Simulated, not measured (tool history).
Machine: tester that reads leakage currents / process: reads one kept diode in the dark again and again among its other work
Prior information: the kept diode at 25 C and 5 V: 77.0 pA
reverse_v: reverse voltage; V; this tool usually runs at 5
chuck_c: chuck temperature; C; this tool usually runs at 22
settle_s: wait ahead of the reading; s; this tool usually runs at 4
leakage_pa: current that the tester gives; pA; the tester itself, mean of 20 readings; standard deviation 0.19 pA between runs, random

run	hour	reverse_v	chuck_c	settle_s	leakage_pa
1	0	5	22	4	71.29
2	40.4	5	22	4	71.11
3	81.5	5	22	4	71.42
4	118.1	5	22	4	71.83
5	161.7	5	22	4	71.59
6	194	3.41	22	4	63.13
7	228.2	3.41	22	4	62.7
8	248	3.41	22	4	63.11
9	274.5	5	22	4	72.5
10	294.4	5	22	4	72.52
11	329.7	5	22	4	72.93
12	366.3	5	22	4	73.03
13	386.9	5	22	4	73.33
14	423.7	5	22	0.99	74.68
15	446.3	5	22	0.99	74.93
16	484	5	22	0.99	74.91
17	514.2	5	22	0.99	74.98
18	552.2	5	22	0.99	75.29
19	573	5	22	4	74.29
20	599	5	22	4	74.18
21	642.2	1.87	23	4	56.71
22	661.1	12.73	22	7.04	106.18
23	697.5	12.73	27	0.48	163.86
24	731.4	12.73	27	1.61	159.41
25	759.9	12.73	27	1.61	159.31
26	793.6	1.24	28	4.57	74.52
27	835.8	1.24	28	4.57	74.26
28	876.1	5	58	4	1084.55
# hour 891.5: chuck's temperature calibrated
29	897.2	5	58	4	936.59
30	938.3	5	58	4	935.71
31	972.9	2.23	58	2.89	711.94
32	1006.7	2.23	58	2.89	714.67
33	1038.2	2.23	58	2.89	715.26
34	1060.7	5	45	5.34	376.37
35	1096.1	5	45	5.34	377.88
36	1127.1	5	45	5.34	378.42
37	1168.2	5	45	5.34	378.09
38	1196.1	6.91	36	3.32	216.32
39	1240.2	6.91	36	3.32	216.53
40	1259	6.91	36	3.32	218.14

Consider 3 possible next runs. They are alternatives, not a sequence: every one starts from the tool as it was left by run 40. What does each give?
A	1291	1.6	40	0.46	?
B	1291	1.39	31	0.51	?
C	1291	3.53	34	9.64	?

run	leakage_pa
A	177.96
B	84.92
C	146.25
With no hidden state in the tool, these same runs would have given:
run	leakage_pa
A	177.25
B	83.9
C	143.23

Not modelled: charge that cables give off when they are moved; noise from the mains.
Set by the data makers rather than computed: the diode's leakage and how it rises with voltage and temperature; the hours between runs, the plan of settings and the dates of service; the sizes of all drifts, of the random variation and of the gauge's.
